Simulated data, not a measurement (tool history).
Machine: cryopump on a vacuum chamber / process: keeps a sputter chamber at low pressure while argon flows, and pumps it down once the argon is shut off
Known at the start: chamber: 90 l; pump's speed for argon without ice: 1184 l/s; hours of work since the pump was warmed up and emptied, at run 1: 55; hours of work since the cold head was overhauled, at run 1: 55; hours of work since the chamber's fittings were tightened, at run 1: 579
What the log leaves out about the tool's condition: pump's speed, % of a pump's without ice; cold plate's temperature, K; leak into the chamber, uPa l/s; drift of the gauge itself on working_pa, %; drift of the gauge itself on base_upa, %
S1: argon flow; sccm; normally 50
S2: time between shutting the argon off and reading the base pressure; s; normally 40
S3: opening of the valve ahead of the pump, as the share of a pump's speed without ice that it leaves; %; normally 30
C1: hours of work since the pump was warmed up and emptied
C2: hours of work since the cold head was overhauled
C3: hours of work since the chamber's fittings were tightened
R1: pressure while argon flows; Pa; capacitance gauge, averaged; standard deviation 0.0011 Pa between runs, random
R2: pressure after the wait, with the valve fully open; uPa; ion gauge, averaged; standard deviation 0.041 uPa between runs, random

run	day	S1	S2	S3	C1	C2	C3	R1	R2
1	0	50	40	30	55	55	579	0.2431	2.56
2	0.712	50	30	30	63	63	587	0.2432	3.38
3	1.546	50	30	30	72	72	596	0.2434	3.34
4	2.062	50	30	30	78	78	602	0.2433	3.24
5	2.783	50	30	30	86	86	610	0.2441	3.45
6	3.25	50	30	16	91	91	615	0.4543	3.4
7	3.717	50	40	30	96	96	621	0.2454	2.77
8	4.45	50	40	30	104	104	629	0.245	2.71
9	5.233	43	40	34	113	113	637	0.1886	2.75
10	5.612	43	40	34	117	117	642	0.1873	2.71
11	6.05	43	40	34	122	122	647	0.1879	2.81
12	6.775	43	149	44	130	130	655	0.1478	1.19
13	7.475	21	237	16	138	138	662	0.1909	0.96
14	8.296	21	237	16	147	147	672	0.1926	0.98
15	8.867	78	67	33	153	153	678	0.3527	1.92

Predict each of these 4 candidate next runs independently; none follows another, all start after run 15:
A	9.629	78	30	33	162	162	686	?	?
B	9.629	47	109	34	162	162	686	?	?
C	9.629	71	76	36	162	162	686	?	?
D	9.629	26	40	26	162	162	686	?	?

run	R1	R2
A	0.3578	3.45
B	0.2084	1.48
C	0.2983	1.72
D	0.1494	2.84
With no hidden state in the tool, these same runs would have given:
run	R1	R2
A	0.339	3.06
B	0.1971	1.08
C	0.2812	1.33
D	0.1432	2.43
